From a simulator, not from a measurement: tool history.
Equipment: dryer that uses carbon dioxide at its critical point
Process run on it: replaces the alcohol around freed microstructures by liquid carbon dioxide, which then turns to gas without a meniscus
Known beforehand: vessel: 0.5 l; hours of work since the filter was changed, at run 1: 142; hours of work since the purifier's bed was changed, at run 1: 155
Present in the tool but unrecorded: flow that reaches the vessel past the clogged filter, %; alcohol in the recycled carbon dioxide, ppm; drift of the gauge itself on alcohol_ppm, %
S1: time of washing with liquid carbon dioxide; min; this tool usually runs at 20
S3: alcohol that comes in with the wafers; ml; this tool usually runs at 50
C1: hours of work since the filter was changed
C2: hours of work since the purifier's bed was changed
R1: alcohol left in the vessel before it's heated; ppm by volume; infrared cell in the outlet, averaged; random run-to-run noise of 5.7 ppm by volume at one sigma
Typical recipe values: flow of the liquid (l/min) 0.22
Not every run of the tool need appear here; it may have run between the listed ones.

run 1 day=0 | S1=20 flow_of_the_liquid_(l/min)=0.22 S3=50 | C1=142 C2=155 | R1=347
run 2 day=0.433 | S1=20 flow_of_the_liquid_(l/min)=0.22 S3=50 | C1=147 C2=160 | R1=352
run 3 day=0.888 | S1=20 flow_of_the_liquid_(l/min)=0.22 S3=50 | C1=152 C2=164 | R1=365
run 4 day=1.238 | S1=20 flow_of_the_liquid_(l/min)=0.22 S3=50 | C1=155 C2=168 | R1=360
run 5 day=1.658 | S1=20 flow_of_the_liquid_(l/min)=0.22 S3=50 | C1=160 C2=173 | R1=369
run 6 day=1.908 | S1=20 flow_of_the_liquid_(l/min)=0.22 S3=50 | C1=163 C2=176 | R1=358
run 7 day=2.292 | S1=20 flow_of_the_liquid_(l/min)=0.22 S3=50 | C1=167 C2=180 | R1=382
run 8 day=2.588 | S1=20 flow_of_the_liquid_(l/min)=0.238 S3=50 | C1=170 C2=183 | R1=255
run 9 day=2.821 | S1=29 flow_of_the_liquid_(l/min)=0.22 S3=50 | C1=173 C2=185 | R1=69
run 10 day=3.117 | S1=29 flow_of_the_liquid_(l/min)=0.22 S3=50 | C1=176 C2=189 | R1=67
run 11 day=3.533 | S1=20 flow_of_the_liquid_(l/min)=0.22 S3=50 | C1=180 C2=193 | R1=395
run 12 day=3.812 | S1=20 flow_of_the_liquid_(l/min)=0.22 S3=50 | C1=183 C2=196 | R1=416
run 13 day=4.046 | S1=20 flow_of_the_liquid_(l/min)=0.22 S3=50 | C1=186 C2=199 | R1=402
run 14 day=4.533 | S1=20 flow_of_the_liquid_(l/min)=0.22 S3=50 | C1=191 C2=204 | R1=416
run 15 day=4.783 | S1=25 flow_of_the_liquid_(l/min)=0.22 S3=50 | C1=194 C2=207 | R1=131
run 16 day=5.096 | S1=25 flow_of_the_liquid_(l/min)=0.22 S3=50 | C1=197 C2=210 | R1=133
run 17 day=5.367 | S1=25 flow_of_the_liquid_(l/min)=0.22 S3=50 | C1=200 C2=213 | R1=136
run 18 day=5.846 | S1=26 flow_of_the_liquid_(l/min)=0.22 S3=50 | C1=205 C2=218 | R1=116
-- day=6.146 inlet filter changed
run 19 day=6.146 | S1=26 flow_of_the_liquid_(l/min)=0.22 S3=50 | C1=0 C2=221 | R1=74
run 20 day=6.617 | S1=26 flow_of_the_liquid_(l/min)=0.22 S3=50 | C1=5 C2=226 | R1=79
run 21 day=7.062 | S1=26 flow_of_the_liquid_(l/min)=0.22 S3=50 | C1=10 C2=231 | R1=72
run 22 day=7.45 | S1=26 flow_of_the_liquid_(l/min)=0.22 S3=50 | C1=14 C2=235 | R1=73
run 23 day=7.775 | S1=20 flow_of_the_liquid_(l/min)=0.154 S3=50 | C1=18 C2=238 | R1=1443
run 24 day=8.162 | S1=20 flow_of_the_liquid_(l/min)=0.154 S3=50 | C1=22 C2=243 | R1=1469
run 25 day=8.375 | S1=16 flow_of_the_liquid_(l/min)=0.219 S3=45 | C1=24 C2=245 | R1=718
run 26 day=8.738 | S1=16 flow_of_the_liquid_(l/min)=0.219 S3=45 | C1=28 C2=249 | R1=701
run 27 day=9.142 | S1=16 flow_of_the_liquid_(l/min)=0.219 S3=45 | C1=32 C2=253 | R1=707
run 28 day=9.5 | S1=16 flow_of_the_liquid_(l/min)=0.219 S3=45 | C1=36 C2=257 | R1=743
run 29 day=9.808 | S1=20 flow_of_the_liquid_(l/min)=0.159 S3=50 | C1=40 C2=260 | R1=1330
run 30 day=10.058 | S1=20 flow_of_the_liquid_(l/min)=0.159 S3=50 | C1=42 C2=263 | R1=1343
run 31 day=10.379 | S1=31 flow_of_the_liquid_(l/min)=0.151 S3=28 | C1=46 C2=267 | R1=132
run 32 day=10.662 | S1=18 flow_of_the_liquid_(l/min)=0.145 S3=29 | C1=49 C2=270 | R1=1768
run 33 day=11.1 | S1=18 flow_of_the_liquid_(l/min)=0.145 S3=29 | C1=53 C2=274 | R1=1819
run 34 day=11.492 | S1=18 flow_of_the_liquid_(l/min)=0.145 S3=29 | C1=58 C2=279 | R1=1774
run 35 day=11.771 | S1=18 flow_of_the_liquid_(l/min)=0.145 S3=29 | C1=61 C2=282 | R1=1817
run 36 day=12 | S1=13 flow_of_the_liquid_(l/min)=0.209 S3=20 | C1=63 C2=284 | R1=1057
run 37 day=12.371 | S1=13 flow_of_the_liquid_(l/min)=0.151 S3=20 | C1=67 C2=288 | R1=2933
run 38 day=12.692 | S1=13 flow_of_the_liquid_(l/min)=0.151 S3=20 | C1=71 C2=291 | R1=2920
run 39 day=12.942 | S1=17 flow_of_the_liquid_(l/min)=0.301 S3=20 | C1=73 C2=294 | R1=83
run 40 day=13.396 | S1=17 flow_of_the_liquid_(l/min)=0.301 S3=20 | C1=78 C2=299 | R1=85
run 41 day=13.758 | S1=23 flow_of_the_liquid_(l/min)=0.301 S3=119 | C1=82 C2=303 | R1=69
run 42 day=13.958 | S1=23 flow_of_the_liquid_(l/min)=0.301 S3=95 | C1=84 C2=305 | R1=70
run 43 day=14.246 | S1=20 flow_of_the_liquid_(l/min)=0.22 S3=51 | C1=87 C2=308 | R1=327
run 44 day=14.646 | S1=13 flow_of_the_liquid_(l/min)=0.132 S3=23 | C1=92 C2=313 | R1=4914
run 45 day=15.042 | S1=13 flow_of_the_liquid_(l/min)=0.132 S3=23 | C1=96 C2=317 | R1=4926
run 46 day=15.5 | S1=31 flow_of_the_liquid_(l/min)=0.189 S3=20 | C1=101 C2=322 | R1=80
run 47 day=15.875 | S1=31 flow_of_the_liquid_(l/min)=0.317 S3=113 | C1=105 C2=326 | R1=50

What if the next run were any one of these 4? Each begins from the tool's condition after run 47:
run A day=16.071 | S1=20 flow_of_the_liquid_(l/min)=0.212 S3=50 | C1=107 C2=328 | R1=?
run B day=16.071 | S1=24 flow_of_the_liquid_(l/min)=0.309 S3=81 | C1=107 C2=328 | R1=?
run C day=16.071 | S1=20 flow_of_the_liquid_(l/min)=0.22 S3=108 | C1=107 C2=328 | R1=?
run D day=16.071 | S1=14 flow_of_the_liquid_(l/min)=0.22 S3=78 | C1=107 C2=328 | R1=?

run=A R1=430
run=B R1=67
run=C R1=676
run=D R1=2651
Had the tool no hidden state, the same runs would have come out as:
run=A R1=250
run=B R1=9
run=C R1=404
run=D R1=1909

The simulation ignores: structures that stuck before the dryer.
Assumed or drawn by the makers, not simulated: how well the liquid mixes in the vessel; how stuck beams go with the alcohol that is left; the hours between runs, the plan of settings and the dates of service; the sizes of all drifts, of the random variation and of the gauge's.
